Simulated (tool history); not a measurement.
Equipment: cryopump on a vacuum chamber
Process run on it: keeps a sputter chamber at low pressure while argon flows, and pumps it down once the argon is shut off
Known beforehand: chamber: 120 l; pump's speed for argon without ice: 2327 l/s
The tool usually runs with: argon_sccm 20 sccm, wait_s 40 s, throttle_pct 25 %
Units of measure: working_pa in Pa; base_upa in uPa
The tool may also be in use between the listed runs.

{"run": 1, "day": 0.0, "argon_sccm": 20, "wait_s": 40, "throttle_pct": 25, "working_pa": 0.0616, "base_upa": 0.84}
{"run": 2, "day": 1.267, "argon_sccm": 20, "wait_s": 40, "throttle_pct": 25, "working_pa": 0.0615, "base_upa": 0.85}
{"run": 3, "day": 2.438, "argon_sccm": 20, "wait_s": 25, "throttle_pct": 25, "working_pa": 0.0625, "base_upa": 1.17}
{"run": 4, "day": 3.592, "argon_sccm": 21, "wait_s": 40, "throttle_pct": 25, "working_pa": 0.0656, "base_upa": 0.82}
{"run": 5, "day": 4.325, "argon_sccm": 21, "wait_s": 100, "throttle_pct": 25, "working_pa": 0.0656, "base_upa": 0.5}
{"run": 6, "day": 5.729, "argon_sccm": 9, "wait_s": 100, "throttle_pct": 25, "working_pa": 0.0285, "base_upa": 0.46}
{"run": 7, "day": 7.042, "argon_sccm": 9, "wait_s": 100, "throttle_pct": 25, "working_pa": 0.0281, "base_upa": 0.53}
{"day": 7.988, "done": "pump warmed up, emptied and cooled again"}
{"run": 8, "day": 8.292, "argon_sccm": 20, "wait_s": 40, "throttle_pct": 25, "working_pa": 0.0577, "base_upa": 0.79}
{"run": 9, "day": 9.517, "argon_sccm": 20, "wait_s": 40, "throttle_pct": 25, "working_pa": 0.059, "base_upa": 0.81}
{"run": 10, "day": 10.329, "argon_sccm": 20, "wait_s": 40, "throttle_pct": 25, "working_pa": 0.0588, "base_upa": 0.83}
{"run": 11, "day": 11.133, "argon_sccm": 26, "wait_s": 40, "throttle_pct": 25, "working_pa": 0.0768, "base_upa": 0.83}
{"run": 12, "day": 12.054, "argon_sccm": 26, "wait_s": 40, "throttle_pct": 25, "working_pa": 0.0763, "base_upa": 0.83}
{"run": 13, "day": 12.829, "argon_sccm": 20, "wait_s": 40, "throttle_pct": 25, "working_pa": 0.0584, "base_upa": 0.8}
{"run": 14, "day": 14.417, "argon_sccm": 20, "wait_s": 40, "throttle_pct": 25, "working_pa": 0.0599, "base_upa": 0.85}
{"run": 15, "day": 16.042, "argon_sccm": 20, "wait_s": 40, "throttle_pct": 25, "working_pa": 0.0604, "base_upa": 0.82}
{"run": 16, "day": 17.054, "argon_sccm": 20, "wait_s": 40, "throttle_pct": 25, "working_pa": 0.0601, "base_upa": 0.9}
{"run": 17, "day": 18.692, "argon_sccm": 20, "wait_s": 40, "throttle_pct": 25, "working_pa": 0.0615, "base_upa": 0.85}
{"run": 18, "day": 19.783, "argon_sccm": 17, "wait_s": 40, "throttle_pct": 22, "working_pa": 0.0583, "base_upa": 0.91}
{"run": 19, "day": 20.646, "argon_sccm": 32, "wait_s": 41, "throttle_pct": 27, "working_pa": 0.0904, "base_upa": 0.94}

What will run 20 give?
{"run": 20, "day": 22.379, "argon_sccm": 32, "wait_s": 41, "throttle_pct": 27, "working_pa": "?", "base_upa": "?"}

{"run 20": {"working_pa": 0.0919, "base_upa": 0.89}}
The same run, on a tool lacking any hidden state, would have yielded working_pa 0.0868 Pa, base_upa 0.72 uPa.

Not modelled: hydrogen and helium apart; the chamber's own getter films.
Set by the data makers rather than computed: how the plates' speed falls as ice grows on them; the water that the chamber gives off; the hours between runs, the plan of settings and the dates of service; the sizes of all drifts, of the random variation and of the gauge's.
